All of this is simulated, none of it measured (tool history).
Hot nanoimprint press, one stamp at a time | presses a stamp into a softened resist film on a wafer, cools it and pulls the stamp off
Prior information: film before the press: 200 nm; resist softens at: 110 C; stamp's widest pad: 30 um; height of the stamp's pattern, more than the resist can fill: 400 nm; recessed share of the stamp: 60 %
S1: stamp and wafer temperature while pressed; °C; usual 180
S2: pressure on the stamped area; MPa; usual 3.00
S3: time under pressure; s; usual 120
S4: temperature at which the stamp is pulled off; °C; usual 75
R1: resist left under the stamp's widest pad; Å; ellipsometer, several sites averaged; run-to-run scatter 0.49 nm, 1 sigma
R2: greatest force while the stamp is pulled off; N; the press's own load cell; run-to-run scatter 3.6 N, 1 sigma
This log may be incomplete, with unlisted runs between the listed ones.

| run | hour | S1 | S2 | S3 | S4 | R1 | R2 |
|---|---|---|---|---|---|---|---|
| 1 | 0.0 | 180 | 3.00 | 120 | 75 | 778 | 244 |
| 2 | 19.8 | 180 | 3.00 | 120 | 75 | 802 | 242 |
| 3 | 38.4 | 180 | 3.17 | 120 | 75 | 777 | 254 |
|  | 51.6 | press's hydraulic seals changed and the load cell set to zero |
|  | 65.1 | plate thermocouple calibrated |
| 4 | 71.1 | 180 | 3.17 | 120 | 75 | 766 | 253 |
| 5 | 96.2 | 180 | 3.17 | 120 | 75 | 771 | 254 |
| 6 | 113.5 | 180 | 3.00 | 120 | 75 | 798 | 269 |
| 7 | 127.0 | 180 | 3.00 | 120 | 75 | 797 | 265 |
| 8 | 146.2 | 180 | 3.00 | 120 | 75 | 805 | 283 |
| 9 | 162.3 | 180 | 3.00 | 120 | 63 | 795 | 304 |
| 10 | 176.9 | 180 | 3.00 | 120 | 63 | 799 | 313 |
| 11 | 197.3 | 180 | 3.00 | 120 | 63 | 805 | 326 |
|  | 207.9 | plate thermocouple calibrated, once more |
| 12 | 219.0 | 180 | 3.00 | 120 | 63 | 745 | 334 |
| 13 | 240.3 | 180 | 3.00 | 120 | 63 | 754 | 332 |
| 14 | 265.6 | 180 | 3.00 | 120 | 79 | 750 | 270 |
| 15 | 282.9 | 180 | 3.00 | 120 | 79 | 754 | 285 |
| 16 | 300.8 | 180 | 2.87 | 120 | 63 | 781 | 339 |
| 17 | 325.3 | 175 | 3.66 | 122 | 66 | 850 | 332 |
|  | 349.6 | stamp cleaned and given a new release coat |
| 18 | 355.6 | 175 | 3.66 | 122 | 66 | 849 | 189 |
| 19 | 367.1 | 182 | 3.00 | 120 | 74 | 694 | 181 |
| 20 | 389.4 | 180 | 4.38 | 120 | 73 | 629 | 181 |
| 21 | 414.2 | 180 | 4.38 | 120 | 73 | 612 | 185 |
| 22 | 432.2 | 180 | 4.38 | 120 | 73 | 627 | 189 |
| 23 | 453.2 | 180 | 1.99 | 120 | 73 | 933 | 201 |
| 24 | 477.2 | 175 | 1.99 | 127 | 73 | 1119 | 197 |
| 25 | 492.7 | 180 | 3.00 | 120 | 79 | 755 | 189 |

3 options for the next run, each taken on its own from the tool as it stands now. Forecast them:
| A | 510.7 | 180 | 3.00 | 92 | 80 | ? | ? |
| B | 510.7 | 173 | 3.00 | 220 | 75 | ? | ? |
| C | 510.7 | 170 | 4.19 | 120 | 82 | ? | ? |

| run | R1 | R2 |
|---|---|---|
| A | 840 | 195 |
| B | 839 | 202 |
| C | 1011 | 184 |
With no hidden state in the tool, these same runs would have given:
| run | R1 | R2 |
|---|---|---|
| A | 829 | 166 |
| B | 827 | 173 |
| C | 994 | 158 |

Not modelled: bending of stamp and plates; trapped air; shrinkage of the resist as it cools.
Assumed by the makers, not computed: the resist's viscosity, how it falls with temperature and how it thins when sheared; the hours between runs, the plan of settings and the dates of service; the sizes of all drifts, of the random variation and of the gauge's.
